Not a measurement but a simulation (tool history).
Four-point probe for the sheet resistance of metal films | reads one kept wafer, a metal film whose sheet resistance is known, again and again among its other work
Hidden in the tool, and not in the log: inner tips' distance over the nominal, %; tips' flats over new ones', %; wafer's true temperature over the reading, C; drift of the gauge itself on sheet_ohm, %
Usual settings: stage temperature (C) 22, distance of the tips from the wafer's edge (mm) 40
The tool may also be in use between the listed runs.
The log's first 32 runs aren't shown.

run	day	stage temperature (C)	distance of the tips from the wafer's edge (mm)	touches since the probe head was changed	hours of work since the stage's thermometer was calibrated	sheet resistance as the instrument gives it (ohm/square)
33	64.675	33	23	129799	1647	9.476367
34	67.312	22	20	132208	1682	9.545904
35	69.142	22	27	133882	1707	9.539605
36	71.083	23	12	135658	1733	9.577068
# day 71.542: new probe head fitted
37	72.717	22	14	1077	1754	9.572060
38	74.175	22	14	2409	1774	9.569606
39	76.550	22	14	4582	1805	9.570373
40	78.321	22	14	6201	1829	9.567504
41	79.842	20	15	7592	1850	9.578137
42	81.538	28	4	9144	1872	9.975209
43	83.508	28	4	10944	1899	9.979002
44	85.458	28	4	12728	1925	9.977612

Forecast each of these 3 alternatives for the next run:
A	86.983	23	22	14125	1946	?
B	86.983	19	24	14125	1946	?
C	86.983	22	15	14125	1946	?

run	sheet resistance as the instrument gives it (ohm/square)
A	9.540959
B	9.563297
C	9.562560
Without the tool's hidden state the same runs would have given:
run	sheet resistance as the instrument gives it (ohm/square)
A	9.540579
B	9.562918
C	9.562179

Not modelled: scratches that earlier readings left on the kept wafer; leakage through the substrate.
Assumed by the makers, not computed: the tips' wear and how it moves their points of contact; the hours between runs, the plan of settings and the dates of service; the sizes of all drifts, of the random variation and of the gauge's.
